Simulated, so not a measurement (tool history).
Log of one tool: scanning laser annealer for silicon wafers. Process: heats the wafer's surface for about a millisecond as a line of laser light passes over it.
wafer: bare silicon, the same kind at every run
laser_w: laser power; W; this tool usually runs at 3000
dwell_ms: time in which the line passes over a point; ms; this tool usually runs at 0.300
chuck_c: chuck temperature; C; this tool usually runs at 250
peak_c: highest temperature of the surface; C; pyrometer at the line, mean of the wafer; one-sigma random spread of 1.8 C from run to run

{"run": 1, "hour": 0.0, "laser_w": 3000, "dwell_ms": 0.3, "chuck_c": 250, "peak_c": 1011}
{"run": 2, "hour": 11.2, "laser_w": 3000, "dwell_ms": 0.3, "chuck_c": 250, "peak_c": 1011}
{"run": 3, "hour": 18.2, "laser_w": 3000, "dwell_ms": 0.3, "chuck_c": 250, "peak_c": 1013}
{"run": 4, "hour": 27.7, "laser_w": 3000, "dwell_ms": 0.3, "chuck_c": 250, "peak_c": 1012}
{"run": 5, "hour": 37.0, "laser_w": 3000, "dwell_ms": 0.3, "chuck_c": 250, "peak_c": 1014}
{"run": 6, "hour": 50.0, "laser_w": 3000, "dwell_ms": 0.3, "chuck_c": 250, "peak_c": 1010}
{"run": 7, "hour": 64.2, "laser_w": 2557, "dwell_ms": 0.3, "chuck_c": 250, "peak_c": 864}
{"run": 8, "hour": 78.7, "laser_w": 3000, "dwell_ms": 0.262, "chuck_c": 250, "peak_c": 955}
{"run": 9, "hour": 87.2, "laser_w": 2735, "dwell_ms": 0.313, "chuck_c": 234, "peak_c": 919}
{"run": 10, "hour": 97.9, "laser_w": 3000, "dwell_ms": 0.38, "chuck_c": 271, "peak_c": 1132}
{"run": 11, "hour": 106.2, "laser_w": 2606, "dwell_ms": 0.257, "chuck_c": 221, "peak_c": 798}
{"run": 12, "hour": 113.7, "laser_w": 3051, "dwell_ms": 0.3, "chuck_c": 267, "peak_c": 1046}
{"run": 13, "hour": 121.7, "laser_w": 2831, "dwell_ms": 0.247, "chuck_c": 277, "peak_c": 908}
{"run": 14, "hour": 136.2, "laser_w": 2708, "dwell_ms": 0.236, "chuck_c": 232, "peak_c": 813}
{"run": 15, "hour": 142.6, "laser_w": 2922, "dwell_ms": 0.226, "chuck_c": 255, "peak_c": 884}

What if the next run were any one of these 5? Each begins from the tool's condition after run 15:
{"run": "A", "hour": 155.2, "laser_w": 2809, "dwell_ms": 0.328, "chuck_c": 290, "peak_c": "?"}
{"run": "B", "hour": 155.2, "laser_w": 2686, "dwell_ms": 0.3, "chuck_c": 232, "peak_c": "?"}
{"run": "C", "hour": 155.2, "laser_w": 3190, "dwell_ms": 0.231, "chuck_c": 238, "peak_c": "?"}
{"run": "D", "hour": 155.2, "laser_w": 2922, "dwell_ms": 0.374, "chuck_c": 264, "peak_c": "?"}
{"run": "E", "hour": 155.2, "laser_w": 2922, "dwell_ms": 0.261, "chuck_c": 255, "peak_c": "?"}

run=A peak_c=1019
run=B peak_c=884
run=C peak_c=949
run=D peak_c=1086
run=E peak_c=934
Had the tool no hidden state, the same runs would have come out as:
run=A peak_c=1053
run=B peak_c=914
run=C peak_c=982
run=D peak_c=1125
run=E peak_c=965
